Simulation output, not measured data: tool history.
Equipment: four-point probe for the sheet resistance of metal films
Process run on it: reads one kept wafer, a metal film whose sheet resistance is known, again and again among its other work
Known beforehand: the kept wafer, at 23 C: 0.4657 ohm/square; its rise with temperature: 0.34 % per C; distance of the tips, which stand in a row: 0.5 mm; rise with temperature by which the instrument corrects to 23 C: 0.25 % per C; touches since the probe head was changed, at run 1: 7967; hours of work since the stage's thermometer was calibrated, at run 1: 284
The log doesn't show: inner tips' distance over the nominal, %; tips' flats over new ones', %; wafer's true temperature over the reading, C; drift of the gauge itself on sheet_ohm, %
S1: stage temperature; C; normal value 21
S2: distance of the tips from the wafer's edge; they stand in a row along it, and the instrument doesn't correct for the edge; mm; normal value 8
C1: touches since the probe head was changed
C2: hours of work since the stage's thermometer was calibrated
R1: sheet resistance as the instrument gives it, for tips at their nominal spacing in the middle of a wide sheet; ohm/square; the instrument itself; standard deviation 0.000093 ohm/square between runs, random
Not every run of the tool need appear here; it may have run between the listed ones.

run,day,S1,S2,C1,C2,R1
1,0,21,8,7967,284,0.4657
2,4.292,18,8,10211,364,0.464726
3,7.546,21,8,11913,424,0.466115
4,11.458,21,8,13958,497,0.465933
5,14.15,21,8,15365,547,0.466184
6,16.879,21,8,16792,598,0.466309
7,19.504,21,22,18164,647,0.465679
8,22.275,21,22,19614,698,0.465317
9,26.258,28,8,21696,773,0.46929
10,30.883,28,8,24115,859,0.469213
11,34.154,35,8,25825,920,0.472306
12,37.179,35,8,27406,976,0.472039
13,41.062,35,8,29437,1048,0.472162
14,44.762,35,8,31372,1117,0.4723
15,48.571,21,12,33363,1188,0.466464
16,51.262,21,5,34772,1238,0.46861
17,55.292,28,35,36878,1313,0.468994
18,58.579,23,11,38598,1374,0.467693

Predict the results of run 19:
19,60.475,22,37,39588,1410,?

For run 19 the tool returned R1 0.466773 ohm/square.
With the hidden condition absent and the run-to-run variation left alone, this run would have shown R1 0.465354 ohm/square.
